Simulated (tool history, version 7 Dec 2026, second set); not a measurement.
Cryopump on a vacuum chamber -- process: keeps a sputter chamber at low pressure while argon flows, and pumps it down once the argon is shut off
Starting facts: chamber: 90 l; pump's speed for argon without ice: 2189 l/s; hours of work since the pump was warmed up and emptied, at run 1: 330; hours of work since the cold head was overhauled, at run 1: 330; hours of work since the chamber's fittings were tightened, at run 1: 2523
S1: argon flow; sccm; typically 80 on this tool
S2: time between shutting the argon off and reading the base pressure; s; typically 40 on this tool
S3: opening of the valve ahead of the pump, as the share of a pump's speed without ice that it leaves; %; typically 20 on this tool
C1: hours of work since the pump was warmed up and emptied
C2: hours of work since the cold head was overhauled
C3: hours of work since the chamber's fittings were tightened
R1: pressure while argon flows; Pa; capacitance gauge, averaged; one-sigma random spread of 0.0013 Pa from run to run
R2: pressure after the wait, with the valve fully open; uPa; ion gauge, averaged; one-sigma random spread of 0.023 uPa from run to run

run	hour	S1	S2	S3	C1	C2	C3	R1	R2
1	0.0	80	40	20	330	330	2523	0.3134	1.68
2	26.0	80	254	20	352	352	2545	0.3135	1.08
3	46.0	80	40	20	369	369	2562	0.3154	1.68
4	68.3	80	40	53	388	388	2581	0.1206	1.70
5	88.9	80	40	53	405	405	2598	0.1226	1.72
6	119.3	80	40	53	431	431	2624	0.1236	1.67
7	146.1	80	40	44	454	454	2647	0.1473	1.70
8	172.5	80	40	44	476	476	2669	0.1477	1.74
9	215.8	80	40	44	513	513	2706	0.1488	1.74
10	236.1	80	40	20	530	530	2723	0.3162	1.79
11	269.6	80	40	20	558	558	2751	0.3196	1.75
12	299.3	80	40	20	584	584	2777	0.3196	1.82
13	337.1	80	40	20	616	616	2809	0.3199	1.82
14	368.1	77	40	20	642	642	2835	0.3065	1.80
15	389.3	77	40	20	660	660	2853	0.3074	1.83
16	420.1	80	40	20	686	686	2879	0.3203	1.82
17	458.6	80	40	20	719	719	2911	0.3190	1.88
18	484.7	80	40	38	741	741	2934	0.1758	1.90
19	510.1	32	65	20	762	762	2955	0.1292	1.65
20	546.2	40	36	52	793	793	2986	0.0666	1.97
21	577.4	40	36	52	819	819	3012	0.0666	2.02
22	598.7	80	37	40	837	837	3030	0.1695	2.09
23	642.0	80	37	35	874	874	3067	0.1935	2.06
24	680.8	80	27	20	907	907	3100	0.3242	2.41
25	716.1	114	40	18	937	937	3130	0.5129	2.00
26	756.8	114	40	18	971	971	3164	0.5141	2.09
27	784.2	140	135	36	995	995	3187	0.3310	1.55
28	804.6	140	135	36	1012	1012	3205	0.3310	1.58
29	839.8	42	70	21	1042	1042	3234	0.1639	1.86
30	871.8	42	87	16	1069	1069	3262	0.2124	1.74
# hour 883.6: leaking fittings of the chamber tightened, without venting
31	910.4	80	91	23	1100	1100	23	0.2898	0.60
# hour 946.2: pump warmed up, emptied and cooled again
32	960.5	80	134	52	12	1138	61	0.1208	0.47
33	980.1	98	40	28	29	1155	78	0.2709	0.93

Table of differences, measured result less the result of that run with no hidden state. Run-to-run variation is the same in both. Gauge scatter possibly is not:
Hidden state present: pump's speed, % of a pump's without ice; cold plate's temperature, K; leak into the chamber, uPa l/s; drift of the gauge itself on working_pa, %; drift of the gauge itself on base_upa, %.
run	R1	R2
1	+0.0050	+0.84
2	+0.0054	+0.85
3	+0.0058	+0.87
4	+0.0060	+0.85
5	+0.0063	+0.88
6	+0.0067	+0.88
7	+0.0072	+0.91
8	+0.0075	+0.93
9	+0.0081	+0.94
10	+0.0084	+0.96
11	+0.0090	+0.96
12	+0.0094	+0.99
13	+0.0101	+1.00
14	+0.0100	+1.00
15	+0.0104	+1.04
16	+0.0113	+1.04
17	+0.0119	+1.06
18	+0.0125	+1.09
19	+0.0052	+1.11
20	+0.0067	+1.10
21	+0.0070	+1.13
22	+0.0145	+1.17
23	+0.0153	+1.19
24	+0.0160	+1.23
25	+0.0237	+1.22
26	+0.0249	+1.26
27	+0.0316	+1.24
28	+0.0324	+1.27
29	+0.0101	+1.33
30	+0.0104	+1.33
31	+0.0208	+0.14
32	+0.0014	+0.10
33	+0.0020	+0.11
